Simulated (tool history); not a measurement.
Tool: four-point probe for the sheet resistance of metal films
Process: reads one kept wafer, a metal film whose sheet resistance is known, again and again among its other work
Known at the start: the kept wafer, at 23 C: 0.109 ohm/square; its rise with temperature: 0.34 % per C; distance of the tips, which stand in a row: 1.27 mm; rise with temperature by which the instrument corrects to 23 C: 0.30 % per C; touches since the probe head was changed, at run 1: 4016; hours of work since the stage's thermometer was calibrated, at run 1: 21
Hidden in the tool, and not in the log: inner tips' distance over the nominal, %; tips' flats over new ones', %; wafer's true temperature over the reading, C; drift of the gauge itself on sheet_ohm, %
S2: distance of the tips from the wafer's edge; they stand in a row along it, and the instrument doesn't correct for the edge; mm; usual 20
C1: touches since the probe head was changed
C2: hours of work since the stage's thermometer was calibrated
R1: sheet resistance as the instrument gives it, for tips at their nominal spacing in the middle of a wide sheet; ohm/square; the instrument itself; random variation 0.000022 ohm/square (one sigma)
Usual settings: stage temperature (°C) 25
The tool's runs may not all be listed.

Run 1, hour 0: usual settings; C1 4016; C2 21. Result: R1 0.108902 ohm/square.
Run 2, hour 113: usual settings; C1 5645; C2 86. Result: R1 0.108925 ohm/square.
Run 3, hour 193.2: usual settings; C1 6800; C2 132. Result: R1 0.108963 ohm/square.
Run 4, hour 294.2: usual settings; C1 8256; C2 190. Result: R1 0.108931 ohm/square.
Run 5, hour 439.5: usual settings; C1 10350; C2 273. Result: R1 0.108966 ohm/square.
Run 6, hour 564.2: usual settings; C1 12147; C2 345. Result: R1 0.109028 ohm/square.
Run 7, hour 664.5: usual settings but S2 24 mm; C1 13593; C2 402. Result: R1 0.108972 ohm/square.
Run 8, hour 766: usual settings but S2 24 mm; C1 15055; C2 461. Result: R1 0.108968 ohm/square.
Run 9, hour 852.3: usual settings but stage temperature (°C) 30; C1 16300; C2 510. Result: R1 0.109246 ohm/square.
Run 10, hour 991.6: usual settings; C1 18308; C2 590. Result: R1 0.109064 ohm/square.
Run 11, hour 1091.4: usual settings; C1 19745; C2 647. Result: R1 0.109079 ohm/square.
Run 12, hour 1218.4: usual settings; C1 21576; C2 720. Result: R1 0.1091 ohm/square.
At hour 1228.8: stage's thermometer calibrated.
Run 13, hour 1279.9: usual settings but S2 29 mm; C1 22456; C2 29. Result: R1 0.10902 ohm/square.
Run 14, hour 1348.8: usual settings but S2 29 mm; C1 23448; C2 69. Result: R1 0.109 ohm/square.
Run 15, hour 1497.3: usual settings but stage temperature (°C) 18, S2 70 mm; C1 25588; C2 154. Result: R1 0.108653 ohm/square.
Run 16, hour 1562.1: usual settings but stage temperature (°C) 32, S2 3 mm; C1 26523; C2 191. Result: R1 0.118721 ohm/square.
Run 17, hour 1672.5: usual settings but stage temperature (°C) 32, S2 3 mm; C1 28115; C2 255. Result: R1 0.118752 ohm/square.
At hour 1684.7: stage's thermometer calibrated, once more.
Run 18, hour 1804.2: usual settings but S2 69 mm; C1 30006; C2 69. Result: R1 0.108945 ohm/square.
Run 19, hour 1949.2: usual settings but stage temperature (°C) 26, S2 30 mm; C1 32095; C2 152. Result: R1 0.109062 ohm/square.
Run 20, hour 2043: usual settings but stage temperature (°C) 33, S2 25 mm; C1 33447; C2 206. Result: R1 0.109419 ohm/square.
Run 21, hour 2187: usual settings but stage temperature (°C) 30, S2 53 mm; C1 35522; C2 288. Result: R1 0.109157 ohm/square.
Run 22, hour 2280.3: usual settings but stage temperature (°C) 21, S2 18 mm; C1 36867; C2 342. Result: R1 0.109056 ohm/square.
Run 23, hour 2369.4: usual settings but stage temperature (°C) 19, S2 37 mm; C1 38151; C2 393. Result: R1 0.108764 ohm/square.
Run 24, hour 2505: usual settings but S2 19 mm; C1 40105; C2 471. Result: R1 0.109249 ohm/square.
Run 25, hour 2637.2: usual settings but stage temperature (°C) 22, S2 6 mm; C1 42010; C2 547. Result: R1 0.111442 ohm/square.
Run 26, hour 2720.9: usual settings but stage temperature (°C) 19, S2 13 mm; C1 43217; C2 595. Result: R1 0.109349 ohm/square.
Run 27, hour 2836.4: usual settings but stage temperature (°C) 23, S2 23 mm; C1 44882; C2 661. Result: R1 0.109127 ohm/square.

Forecast each of these 4 alternatives for the next run:
Run A, hour 2979.4: usual settings but stage temperature (°C) 19, S2 23 mm; C1 46944; C2 743. Result: R1 ?.
Run B, hour 2979.4: usual settings but stage temperature (°C) 29, S2 23 mm; C1 46944; C2 743. Result: R1 ?.
Run C, hour 2979.4: usual settings but stage temperature (°C) 31; C1 46944; C2 743. Result: R1 ?.
Run D, hour 2979.4: usual settings but stage temperature (°C) 26, S2 6 mm; C1 46944; C2 743. Result: R1 ?.

run        R1
  A  0.108961
  B   0.10944
  C  0.109539
  D  0.111675
Without the tool's hidden state the same runs would have given:
run        R1
  A   0.10899
  B   0.10947
  C   0.10957
  D  0.111706
